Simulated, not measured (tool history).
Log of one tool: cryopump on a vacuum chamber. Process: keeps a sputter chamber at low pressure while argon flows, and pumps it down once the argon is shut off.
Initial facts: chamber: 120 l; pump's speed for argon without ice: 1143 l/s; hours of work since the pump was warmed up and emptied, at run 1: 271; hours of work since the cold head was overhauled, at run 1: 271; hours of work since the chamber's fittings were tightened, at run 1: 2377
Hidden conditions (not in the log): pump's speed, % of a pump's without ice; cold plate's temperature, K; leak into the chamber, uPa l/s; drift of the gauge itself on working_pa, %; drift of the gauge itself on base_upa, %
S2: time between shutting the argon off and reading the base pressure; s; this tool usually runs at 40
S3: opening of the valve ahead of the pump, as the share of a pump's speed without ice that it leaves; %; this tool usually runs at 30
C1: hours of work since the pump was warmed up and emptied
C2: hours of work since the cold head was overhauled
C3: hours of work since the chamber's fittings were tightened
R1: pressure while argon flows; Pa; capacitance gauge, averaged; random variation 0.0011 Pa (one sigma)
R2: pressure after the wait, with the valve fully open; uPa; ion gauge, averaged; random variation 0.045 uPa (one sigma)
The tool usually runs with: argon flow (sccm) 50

run 1 day=0.000 | argon_flow_(sccm)=50 S2=40 S3=30 | C1=271 C2=271 C3=2377 | R1=0.2606 R2=3.24
run 2 day=0.796 | argon_flow_(sccm)=35 S2=40 S3=30 | C1=279 C2=279 C3=2385 | R1=0.1826 R2=3.25
run 3 day=1.567 | argon_flow_(sccm)=35 S2=40 S3=30 | C1=287 C2=287 C3=2393 | R1=0.1820 R2=3.17
run 4 day=2.454 | argon_flow_(sccm)=35 S2=40 S3=30 | C1=296 C2=296 C3=2402 | R1=0.1832 R2=3.35
run 5 day=3.196 | argon_flow_(sccm)=50 S2=40 S3=30 | C1=303 C2=303 C3=2409 | R1=0.2592 R2=3.32
run 6 day=3.938 | argon_flow_(sccm)=63 S2=61 S3=15 | C1=311 C2=311 C3=2417 | R1=0.6411 R2=2.46
run 7 day=4.996 | argon_flow_(sccm)=25 S2=292 S3=30 | C1=322 C2=322 C3=2427 | R1=0.1316 R2=1.19
run 8 day=6.129 | argon_flow_(sccm)=25 S2=292 S3=30 | C1=333 C2=333 C3=2439 | R1=0.1331 R2=1.17
run 9 day=6.738 | argon_flow_(sccm)=25 S2=292 S3=30 | C1=339 C2=339 C3=2445 | R1=0.1321 R2=1.18
run 10 day=7.375 | argon_flow_(sccm)=74 S2=40 S3=30 | C1=346 C2=346 C3=2451 | R1=0.3906 R2=3.38

Predict each of these 3 candidate next runs independently; none follows another, all start after run 10:
run A day=7.888 | argon_flow_(sccm)=26 S2=40 S3=30 | C1=351 C2=351 C3=2457 | R1=? R2=?
run B day=7.888 | argon_flow_(sccm)=75 S2=119 S3=34 | C1=351 C2=351 C3=2457 | R1=? R2=?
run C day=7.888 | argon_flow_(sccm)=50 S2=56 S3=30 | C1=351 C2=351 C3=2457 | R1=? R2=?

run=A R1=0.1387 R2=3.26
run=B R1=0.3535 R2=1.73
run=C R1=0.2664 R2=2.57
The same runs, with their run-to-run variation unchanged, on a tool lacking any hidden condition would have given:
run=A R1=0.1288 R2=2.62
run=B R1=0.3252 R2=1.08
run=C R1=0.2474 R2=1.94

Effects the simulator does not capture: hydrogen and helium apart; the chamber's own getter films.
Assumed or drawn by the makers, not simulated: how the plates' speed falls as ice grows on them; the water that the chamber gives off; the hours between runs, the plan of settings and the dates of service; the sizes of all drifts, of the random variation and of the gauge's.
